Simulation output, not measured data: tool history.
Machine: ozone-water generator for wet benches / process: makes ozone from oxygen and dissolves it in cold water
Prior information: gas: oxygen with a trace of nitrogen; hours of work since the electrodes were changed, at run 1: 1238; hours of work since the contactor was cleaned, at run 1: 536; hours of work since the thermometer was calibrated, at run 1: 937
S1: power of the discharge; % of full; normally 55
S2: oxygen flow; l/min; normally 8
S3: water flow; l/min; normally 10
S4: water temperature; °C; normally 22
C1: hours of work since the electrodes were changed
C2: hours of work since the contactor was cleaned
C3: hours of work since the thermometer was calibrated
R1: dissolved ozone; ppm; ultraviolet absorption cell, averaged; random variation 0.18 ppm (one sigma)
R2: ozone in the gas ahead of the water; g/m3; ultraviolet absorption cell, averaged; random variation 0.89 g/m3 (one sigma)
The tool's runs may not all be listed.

| run | hour | S1 | S2 | S3 | S4 | C1 | C2 | C3 | R1 | R2 |
|---|---|---|---|---|---|---|---|---|---|---|
| 1 | 0 | 55 | 8 | 10 | 22 | 1238 | 536 | 937 | 25.2 | 145.7 |
| 2 | 29.6 | 87 | 8 | 10 | 22 | 1261 | 559 | 960 | 33.2 | 193.3 |
| 3 | 61 | 87 | 8 | 10 | 22 | 1285 | 584 | 984 | 33.6 | 192.7 |
| 4 | 90.7 | 87 | 8 | 10 | 22 | 1308 | 607 | 1007 | 33.5 | 194.5 |
| 5 | 127.9 | 87 | 8 | 10 | 22 | 1337 | 635 | 1036 | 33.8 | 193.1 |
| 6 | 158.1 | 55 | 8 | 10 | 22 | 1361 | 659 | 1059 | 25.3 | 145.8 |
| 7 | 177.9 | 55 | 8 | 10 | 22 | 1376 | 674 | 1075 | 25.1 | 144.7 |
| 8 | 218 | 55 | 8 | 10 | 22 | 1407 | 705 | 1106 | 25.4 | 145.2 |
| 9 | 250.2 | 55 | 8 | 10 | 22 | 1432 | 730 | 1131 | 25.2 | 146.3 |
| 10 | 270.3 | 55 | 8 | 10 | 22 | 1448 | 746 | 1146 | 25.3 | 146.7 |
| 11 | 297.7 | 55 | 8 | 10 | 22 | 1469 | 767 | 1167 | 25.4 | 144.4 |
| 12 | 329.6 | 55 | 8 | 10 | 22 | 1493 | 792 | 1192 | 25.1 | 145.8 |
| 13 | 357.7 | 55 | 8 | 10 | 16 | 1515 | 813 | 1214 | 28.8 | 143.6 |
| 14 | 401.5 | 55 | 8 | 10 | 15 | 1549 | 847 | 1248 | 29.5 | 145.6 |
| 15 | 435.2 | 79 | 8.74 | 10 | 22 | 1575 | 873 | 1274 | 31.4 | 177.7 |
| 16 | 468.9 | 79 | 8.74 | 9 | 20 | 1601 | 900 | 1300 | 33.9 | 175.9 |
| 17 | 513 | 79 | 8.74 | 9 | 20 | 1635 | 934 | 1334 | 34.4 | 177 |
| 18 | 545.4 | 79 | 8.74 | 9 | 20 | 1661 | 959 | 1359 | 33.5 | 176.7 |
| 19 | 585.8 | 79 | 8.03 | 9 | 20 | 1692 | 990 | 1390 | 34.2 | 182.3 |
| 20 | 608.8 | 79 | 9.15 | 9 | 20 | 1710 | 1008 | 1408 | 33.9 | 174 |
| 21 | 639.4 | 79 | 9.15 | 9 | 20 | 1733 | 1032 | 1432 | 33.9 | 174.6 |
| 22 | 675.4 | 47 | 9.76 | 8 | 26 | 1761 | 1059 | 1460 | 22 | 122 |
| 23 | 707.2 | 47 | 11.25 | 7 | 26 | 1786 | 1084 | 1484 | 21.6 | 117.6 |
| 24 | 749.9 | 47 | 11.25 | 7 | 26 | 1819 | 1117 | 1518 | 21.9 | 116.9 |
| 25 | 794.5 | 55 | 8 | 10 | 26 | 1853 | 1152 | 1552 | 22.9 | 144.6 |
| 26 | 839.7 | 55 | 8 | 10 | 26 | 1888 | 1187 | 1587 | 22.8 | 143.7 |

Branching from run 26: 3 alternative next runs. What would each branch give?
| A | 883.9 | 56 | 8 | 10 | 26 | 1923 | 1221 | 1621 | ? | ? |
| B | 883.9 | 74 | 4.29 | 10 | 26 | 1923 | 1221 | 1621 | ? | ? |
| C | 883.9 | 55 | 8 | 10 | 16 | 1923 | 1221 | 1621 | ? | ? |

| run | R1 | R2 |
|---|---|---|
| A | 23 | 146.8 |
| B | 27.7 | 213.3 |
| C | 28.9 | 145.1 |
The same runs, with their run-to-run variation unchanged, on a tool lacking any hidden condition would have given:
| run | R1 | R2 |
|---|---|---|
| A | 23.6 | 149.4 |
| B | 28.6 | 217.9 |
| C | 29.6 | 147.6 |
